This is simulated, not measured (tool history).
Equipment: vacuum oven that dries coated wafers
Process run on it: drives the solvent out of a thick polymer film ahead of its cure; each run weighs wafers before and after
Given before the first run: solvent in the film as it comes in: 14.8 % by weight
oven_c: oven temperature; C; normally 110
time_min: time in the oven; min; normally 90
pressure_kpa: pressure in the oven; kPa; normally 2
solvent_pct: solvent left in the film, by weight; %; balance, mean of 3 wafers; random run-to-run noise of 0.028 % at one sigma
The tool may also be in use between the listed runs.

run,hour,oven_c,time_min,pressure_kpa,solvent_pct
1,0,110,90,2,2.91
2,9.3,110,90,6.85,8.36
3,16.5,110,90,2,2.92
4,29.1,110,90,2,2.98
5,38.5,110,90,2,2.98
6,50.6,122,90,2,1.68
7,59.1,110,69,2,3.53
8,73.2,110,90,2,3.02
9,81,110,90,2,2.8
10,88.6,118,159,2.01,1.8
11,96.7,118,159,2.01,1.8
12,110.7,97,103,4.78,9.99
13,121.3,111,157,3.25,3.71
14,132.5,124,125,3.25,2.38
15,143.8,112,90,4.52,5.18
16,150.1,115,90,1.58,1.75
17,158.2,110,143,2.71,3.28
18,170.4,119,90,2,1.76

Missing from the log above: 2 entries noted between runs. For each, name the pair of listed runs it sits between and say how the tool's hidden condition differs from the listed run just before to the listed run just after:
Between runs 6 and 7: vacuum gauge cleaned of residue and calibrated (hour 53.2)
  true wafer temperature over the reading, C: 1.13 -> 1.14; true pressure over the reading, kPa: 0.096 -> 0.15
  the result without the hidden state subtracted from the measured one, solvent_pct: +0.01 -> -0.11 %
Between runs 8 and 9: vacuum gauge cleaned of residue and calibrated, once more (hour 80.4)
  true pressure over the reading, kPa: 0.152 -> -0.011
  the result without the hidden state subtracted from the measured one, solvent_pct: -0.04 -> -0.23 %

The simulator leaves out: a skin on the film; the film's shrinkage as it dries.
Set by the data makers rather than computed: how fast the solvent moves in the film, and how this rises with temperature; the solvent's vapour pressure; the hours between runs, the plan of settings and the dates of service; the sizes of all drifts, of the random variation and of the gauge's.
